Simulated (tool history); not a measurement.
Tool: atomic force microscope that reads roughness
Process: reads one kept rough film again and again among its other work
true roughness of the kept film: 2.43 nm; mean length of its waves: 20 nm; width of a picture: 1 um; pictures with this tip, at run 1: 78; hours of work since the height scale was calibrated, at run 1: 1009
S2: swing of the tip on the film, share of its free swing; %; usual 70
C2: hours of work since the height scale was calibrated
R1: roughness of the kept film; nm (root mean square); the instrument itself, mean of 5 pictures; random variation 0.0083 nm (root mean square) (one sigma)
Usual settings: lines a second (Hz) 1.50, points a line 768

Run 1, hour 0.0: usual settings; pictures with this tip 78; C2 1009. Result: R1 1.599 nm (root mean square).
Run 2, hour 27.2: usual settings but lines a second (Hz) 0.76; pictures with this tip 109; C2 1027. Result: R1 1.609 nm (root mean square).
Run 3, hour 54.2: usual settings but lines a second (Hz) 0.76; pictures with this tip 139; C2 1044. Result: R1 1.567 nm (root mean square).
Run 4, hour 92.6: usual settings; pictures with this tip 182; C2 1070. Result: R1 1.459 nm (root mean square).
Run 5, hour 119.1: usual settings; pictures with this tip 211; C2 1087. Result: R1 1.423 nm (root mean square).
Run 6, hour 149.3: usual settings; pictures with this tip 245; C2 1107. Result: R1 1.377 nm (root mean square).
Run 7, hour 191.2: usual settings; pictures with this tip 292; C2 1135. Result: R1 1.338 nm (root mean square).
Run 8, hour 215.3: usual settings; pictures with this tip 318; C2 1151. Result: R1 1.305 nm (root mean square).
Run 9, hour 240.9: usual settings but lines a second (Hz) 1.06; pictures with this tip 347; C2 1168. Result: R1 1.299 nm (root mean square).
At hour 283.2: new tip fitted.
Run 10, hour 284.1: usual settings but lines a second (Hz) 0.80; pictures with this tip 1; C2 1196. Result: R1 1.816 nm (root mean square).
Run 11, hour 308.5: usual settings but lines a second (Hz) 0.80; pictures with this tip 28; C2 1212. Result: R1 1.792 nm (root mean square).
Run 12, hour 340.6: usual settings; pictures with this tip 64; C2 1233. Result: R1 1.652 nm (root mean square).
Run 13, hour 378.5: usual settings; pictures with this tip 106; C2 1258. Result: R1 1.583 nm (root mean square).
Run 14, hour 401.6: usual settings; pictures with this tip 132; C2 1274. Result: R1 1.557 nm (root mean square).
Run 15, hour 419.9: usual settings; pictures with this tip 152; C2 1286. Result: R1 1.526 nm (root mean square).
Run 16, hour 444.9: usual settings; pictures with this tip 180; C2 1302. Result: R1 1.489 nm (root mean square).
Run 17, hour 488.8: usual settings but points a line 487; pictures with this tip 229; C2 1331. Result: R1 1.419 nm (root mean square).
Run 18, hour 511.0: usual settings but points a line 487; pictures with this tip 254; C2 1346. Result: R1 1.379 nm (root mean square).
Run 19, hour 553.7: usual settings but points a line 487; pictures with this tip 301; C2 1374. Result: R1 1.330 nm (root mean square).
Run 20, hour 577.7: usual settings but points a line 487; pictures with this tip 328; C2 1390. Result: R1 1.300 nm (root mean square).
Run 21, hour 602.5: usual settings; pictures with this tip 356; C2 1407. Result: R1 1.273 nm (root mean square).
At hour 636.8: new tip fitted.
Run 22, hour 638.8: usual settings; pictures with this tip 2; C2 1430. Result: R1 1.790 nm (root mean square).
Run 23, hour 678.2: usual settings but points a line 836; pictures with this tip 46; C2 1456. Result: R1 1.715 nm (root mean square).
Run 24, hour 700.7: usual settings but points a line 836; pictures with this tip 71; C2 1471. Result: R1 1.674 nm (root mean square).
Run 25, hour 743.3: usual settings but lines a second (Hz) 0.53, points a line 836; pictures with this tip 119; C2 1499. Result: R1 1.660 nm (root mean square).
Run 26, hour 780.5: usual settings but lines a second (Hz) 0.53, points a line 836; pictures with this tip 160; C2 1524. Result: R1 1.601 nm (root mean square).
Run 27, hour 823.6: usual settings but lines a second (Hz) 0.53, points a line 836; pictures with this tip 209; C2 1552. Result: R1 1.522 nm (root mean square).
Run 28, hour 847.7: usual settings but lines a second (Hz) 3.17; pictures with this tip 235; C2 1568. Result: R1 1.322 nm (root mean square).
Run 29, hour 889.5: usual settings but lines a second (Hz) 3.17; pictures with this tip 282; C2 1596. Result: R1 1.281 nm (root mean square).
Run 30, hour 908.3: usual settings but lines a second (Hz) 3.17, S2 72 %, points a line 645; pictures with this tip 303; C2 1608. Result: R1 1.224 nm (root mean square).
Run 31, hour 932.4: usual settings but S2 83 %, points a line 1016; pictures with this tip 330; C2 1624. Result: R1 1.238 nm (root mean square).
Run 32, hour 973.1: usual settings but S2 83 %, points a line 1016; pictures with this tip 375; C2 1651. Result: R1 1.194 nm (root mean square).
At hour 990.5: new tip fitted.
Run 33, hour 1015.4: usual settings but lines a second (Hz) 3.57, S2 69 %, points a line 259; pictures with this tip 28; C2 1679. Result: R1 1.527 nm (root mean square).
Run 34, hour 1038.5: usual settings but S2 68 %; pictures with this tip 54; C2 1694. Result: R1 1.706 nm (root mean square).
Run 35, hour 1069.9: usual settings but S2 68 %; pictures with this tip 88; C2 1715. Result: R1 1.638 nm (root mean square).
Run 36, hour 1095.3: usual settings but points a line 959; pictures with this tip 117; C2 1732. Result: R1 1.577 nm (root mean square).
Run 37, hour 1140.1: usual settings but points a line 959; pictures with this tip 167; C2 1761. Result: R1 1.500 nm (root mean square).
Run 38, hour 1170.3: usual settings but points a line 959; pictures with this tip 200; C2 1781. Result: R1 1.454 nm (root mean square).
Run 39, hour 1202.9: usual settings but points a line 435; pictures with this tip 237; C2 1803. Result: R1 1.392 nm (root mean square).
Run 40, hour 1236.4: usual settings but points a line 435; pictures with this tip 274; C2 1825. Result: R1 1.345 nm (root mean square).
Run 41, hour 1275.2: usual settings but S2 68 %, points a line 325; pictures with this tip 317; C2 1850. Result: R1 1.308 nm (root mean square).
Run 42, hour 1296.8: usual settings but lines a second (Hz) 2.17, S2 80 %, points a line 674; pictures with this tip 342; C2 1865. Result: R1 1.160 nm (root mean square).
Run 43, hour 1341.0: usual settings but lines a second (Hz) 2.17, S2 89 %, points a line 674; pictures with this tip 391; C2 1894. Result: R1 1.041 nm (root mean square).
At hour 1344.6: new tip fitted.
Run 44, hour 1361.6: usual settings but lines a second (Hz) 1.95, S2 59 %, points a line 293; pictures with this tip 19; C2 1907. Result: R1 1.767 nm (root mean square).
Run 45, hour 1402.4: usual settings but lines a second (Hz) 1.95, S2 59 %, points a line 293; pictures with this tip 65; C2 1934. Result: R1 1.675 nm (root mean square).
Run 46, hour 1426.9: usual settings but lines a second (Hz) 1.44, S2 59 %, points a line 458; pictures with this tip 92; C2 1950. Result: R1 1.682 nm (root mean square).
Run 47, hour 1445.5: usual settings but lines a second (Hz) 1.44, S2 59 %, points a line 458; pictures with this tip 113; C2 1963. Result: R1 1.648 nm (root mean square).
Run 48, hour 1476.6: usual settings but lines a second (Hz) 0.83, S2 61 %, points a line 316; pictures with this tip 147; C2 1983. Result: R1 1.592 nm (root mean square).
Run 49, hour 1504.0: usual settings but lines a second (Hz) 0.83, S2 61 %, points a line 316; pictures with this tip 178; C2 2001. Result: R1 1.549 nm (root mean square).
Run 50, hour 1543.8: usual settings but lines a second (Hz) 0.83, S2 61 %, points a line 316; pictures with this tip 222; C2 2028. Result: R1 1.500 nm (root mean square).
Run 51, hour 1569.8: usual settings but lines a second (Hz) 0.83, S2 61 %, points a line 316; pictures with this tip 251; C2 2045. Result: R1 1.447 nm (root mean square).
Run 52, hour 1588.9: usual settings but lines a second (Hz) 0.83, S2 61 %, points a line 316; pictures with this tip 273; C2 2057. Result: R1 1.430 nm (root mean square).

4 ways to go on from here, each from the tool as it stands after run 52. What would each give?
Run A, hour 1624.9: usual settings but lines a second (Hz) 0.59, S2 58 %, points a line 397; pictures with this tip 313; C2 2081. Result: R1 ?.
Run B, hour 1624.9: usual settings but S2 87 %; pictures with this tip 313; C2 2081. Result: R1 ?.
Run C, hour 1624.9: usual settings but lines a second (Hz) 3.57, S2 71 %, points a line 674; pictures with this tip 313; C2 2081. Result: R1 ?.
Run D, hour 1624.9: usual settings but lines a second (Hz) 0.95, S2 59 %, points a line 303; pictures with this tip 313; C2 2081. Result: R1 ?.

run     R1
  A  1.412
  B  1.225
  C  1.200
  D  1.361
Without the tool's hidden state the same runs would have given:
run     R1
  A  1.910
  B  1.657
  C  1.625
  D  1.843
